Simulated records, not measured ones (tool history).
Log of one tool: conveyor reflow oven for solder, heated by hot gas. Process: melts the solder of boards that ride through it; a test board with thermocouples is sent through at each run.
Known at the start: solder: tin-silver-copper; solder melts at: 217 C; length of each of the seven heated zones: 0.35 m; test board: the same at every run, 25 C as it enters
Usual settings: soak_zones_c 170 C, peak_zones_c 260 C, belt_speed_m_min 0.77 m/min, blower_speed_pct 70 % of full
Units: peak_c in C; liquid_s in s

run	day	soak_zones_c	peak_zones_c	belt_speed_m_min	blower_speed_pct	peak_c	liquid_s
1	0	170	260	0.77	70	242.8	34
2	0.329	170	260	0.77	70	243	34.3
3	0.554	170	260	0.77	70	243	33.9
4	0.867	170	260	0.77	70	243	34
5	1.238	170	260	0.706	70	245.9	39.7
6	1.483	170	260	0.893	70	237.7	24.8
7	1.712	169	260	0.893	70	237.5	24.3
8	2.05	169	260	0.893	70	237.4	24.4
9	2.242	169	260	0.893	70	237.3	24.1
10	2.533	170	260	0.77	70	242.5	34
11	2.733	170	260	0.77	77	244.2	34.8
12	2.958	170	260	0.77	77	243.8	35.1
13	3.429	170	260	0.77	77	243.5	35
14	3.788	170	260	0.77	77	243.9	35.2
15	4.138	170	260	0.77	77	243.8	35
16	4.517	170	260	0.77	77	243.6	35.2
17	4.896	170	267	0.664	70	252.9	47.8
18	5.1	170	267	0.664	70	253.1	47.5
19	5.296	179	262	0.875	84	244.4	32.3
20	5.717	185	248	0.77	62	233.9	30.6
21	6.167	165	260	0.876	70	236.3	23.6
22	6.458	174	264	0.71	60	247.2	41.1
23	6.762	174	264	0.71	60	246.8	40.8
24	7.167	172	260	0.77	90	246.2	37.4
25	7.554	172	260	0.77	90	246.1	37.4
26	7.892	170	262	0.77	70	243.8	34.5

The next listed run, before its measurement:
27	8.35	162	262	0.77	50	?	?

{"run 27": {"peak_c": 237, "liquid_s": 26.1}}
Without the tool's hidden state the same run would have given peak_c 239.4 C, liquid_s 28.5 s.
